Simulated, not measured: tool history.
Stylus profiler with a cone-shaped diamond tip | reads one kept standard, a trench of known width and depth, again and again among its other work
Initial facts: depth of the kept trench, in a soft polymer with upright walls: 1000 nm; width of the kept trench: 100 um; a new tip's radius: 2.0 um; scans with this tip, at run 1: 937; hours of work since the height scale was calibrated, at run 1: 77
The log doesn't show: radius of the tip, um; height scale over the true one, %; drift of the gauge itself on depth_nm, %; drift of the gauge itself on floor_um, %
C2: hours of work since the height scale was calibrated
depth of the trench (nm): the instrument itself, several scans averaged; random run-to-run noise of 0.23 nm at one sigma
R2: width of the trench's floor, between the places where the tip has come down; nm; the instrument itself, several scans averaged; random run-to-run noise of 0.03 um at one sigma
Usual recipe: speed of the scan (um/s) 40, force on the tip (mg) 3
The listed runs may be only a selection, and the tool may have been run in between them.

{"run": 1, "hour": 0.0, "speed of the scan (um/s)": 40, "force on the tip (mg)": 3, "scans with this tip": 937, "C2": 77, "depth of the trench (nm)": 1018.07, "R2": 96240}
{"run": 2, "hour": 10.1, "speed of the scan (um/s)": 40, "force on the tip (mg)": 3.36, "scans with this tip": 1032, "C2": 85, "depth of the trench (nm)": 1019.5, "R2": 96230}
{"run": 3, "hour": 26.7, "speed of the scan (um/s)": 40, "force on the tip (mg)": 2.57, "scans with this tip": 1190, "C2": 97, "depth of the trench (nm)": 1017.15, "R2": 96100}
{"run": 4, "hour": 38.6, "speed of the scan (um/s)": 40, "force on the tip (mg)": 2.57, "scans with this tip": 1303, "C2": 107, "depth of the trench (nm)": 1016.77, "R2": 96130}
{"run": 5, "hour": 49.5, "speed of the scan (um/s)": 40, "force on the tip (mg)": 2.57, "scans with this tip": 1406, "C2": 115, "depth of the trench (nm)": 1016.9, "R2": 96160}
{"run": 6, "hour": 67.5, "speed of the scan (um/s)": 102, "force on the tip (mg)": 1.77, "scans with this tip": 1578, "C2": 129, "depth of the trench (nm)": 1013.37, "R2": 95660}
{"run": 7, "hour": 75.8, "speed of the scan (um/s)": 15, "force on the tip (mg)": 3.13, "scans with this tip": 1656, "C2": 136, "depth of the trench (nm)": 1019.56, "R2": 96300}
{"run": 8, "hour": 87.4, "speed of the scan (um/s)": 11, "force on the tip (mg)": 2.26, "scans with this tip": 1766, "C2": 145, "depth of the trench (nm)": 1015.56, "R2": 96260}
{"run": 9, "hour": 106.5, "speed of the scan (um/s)": 16, "force on the tip (mg)": 1.29, "scans with this tip": 1948, "C2": 159, "depth of the trench (nm)": 1011.03, "R2": 96170}
{"run": 10, "hour": 115.5, "speed of the scan (um/s)": 16, "force on the tip (mg)": 1.29, "scans with this tip": 2033, "C2": 166, "depth of the trench (nm)": 1010.87, "R2": 96150}

How would selected steps in depth of the trench (nm) from run to run divide? Give the signed amount a tool lacking its hidden state would still show from settings, what came in and random variation, and the signed amount left for the hidden state, including any gauge scatter that is not in both of the compared results.
Run 6 -> 7: speed of the scan (um/s) 102 -> 15, force on the tip (mg) 1.77 -> 3.13. depth of the trench (nm) +6.19: hidden state +0.03, all else +6.16.
Run 8 -> 9: speed of the scan (um/s) 11 -> 16, force on the tip (mg) 2.26 -> 1.29. depth of the trench (nm) -4.53: hidden state +0.08, all else -4.61.
